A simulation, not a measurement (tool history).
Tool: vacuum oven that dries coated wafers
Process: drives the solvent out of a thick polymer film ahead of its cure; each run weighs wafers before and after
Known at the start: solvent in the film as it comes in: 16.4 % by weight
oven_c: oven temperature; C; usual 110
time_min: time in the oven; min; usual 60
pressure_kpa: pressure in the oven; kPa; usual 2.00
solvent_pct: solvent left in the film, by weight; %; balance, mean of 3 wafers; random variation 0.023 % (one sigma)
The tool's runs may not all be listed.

run,hour,oven_c,time_min,pressure_kpa,solvent_pct
1,0.0,110,60,2.00,1.41
2,37.1,110,60,2.00,1.38
3,70.6,110,60,2.00,1.38
4,114.9,110,60,2.00,1.42
5,158.1,110,60,2.00,1.37
6,182.3,110,60,2.00,1.41
7,209.2,110,60,2.00,1.40
8,237.5,110,60,2.00,1.40
9,257.3,110,60,2.00,1.37
10,292.7,104,60,2.00,2.08
11,339.6,104,60,2.00,2.04
12,375.1,104,60,2.00,2.06
13,414.0,110,60,2.00,1.34
14,454.3,110,60,3.01,1.83
15,476.1,110,60,3.01,1.85
16,502.3,110,60,3.01,1.80
17,526.8,110,60,3.01,1.80
18,560.1,110,60,4.51,2.52
19,583.2,110,60,4.51,2.51
20,622.4,110,104,2.00,1.10
21,658.0,110,104,2.00,1.06
22,695.7,110,75,2.00,1.17
23,724.2,110,75,2.00,1.17
24,751.5,110,91,2.00,1.12
25,783.8,118,56,2.00,0.89
26,809.2,115,37,2.00,1.64
27,844.6,115,37,2.00,1.60
28,879.7,115,37,2.00,1.61
29,914.9,114,60,2.00,1.08
30,951.5,114,60,2.00,1.10
31,975.8,98,43,2.00,4.23
32,1006.8,120,60,5.46,1.95
33,1029.6,118,52,1.25,0.70
34,1065.1,118,52,1.25,0.69
35,1089.5,118,52,1.25,0.66
36,1116.2,118,52,1.25,0.68
37,1152.3,115,60,4.04,1.83
38,1184.2,116,81,2.00,0.88
39,1205.8,104,53,2.77,2.69
40,1242.5,110,60,1.02,0.91
41,1263.2,114,92,2.93,1.33
42,1309.3,116,92,5.70,2.27
43,1347.4,125,82,5.34,1.58
44,1371.6,110,60,2.90,1.76
45,1412.3,101,43,2.00,3.45
46,1433.7,101,43,2.00,3.49
47,1455.5,101,43,2.00,3.45

Some steps in solvent_pct between neighbouring runs. How much of each would the tool show without its hidden state too (settings, what came in, random variation), and how much is left for the hidden state, with any gauge scatter that isn't in both results?
The hidden state here: true wafer temperature over the reading, C; true pressure over the reading, kPa; drift of the gauge itself on solvent_pct, %.
Run 30 -> 31: oven_c 114 -> 98, time_min 60 -> 43. solvent_pct +3.13 %: hidden state -0.33, all else +3.46.
Run 31 -> 32: oven_c 98 -> 120, time_min 43 -> 60, pressure_kpa 2.00 -> 5.46. solvent_pct -2.28 %: hidden state +0.28, all else -2.56.
Run 38 -> 39: oven_c 116 -> 104, time_min 81 -> 53, pressure_kpa 2.00 -> 2.77. solvent_pct +1.81 %: hidden state -0.28, all else +2.09.
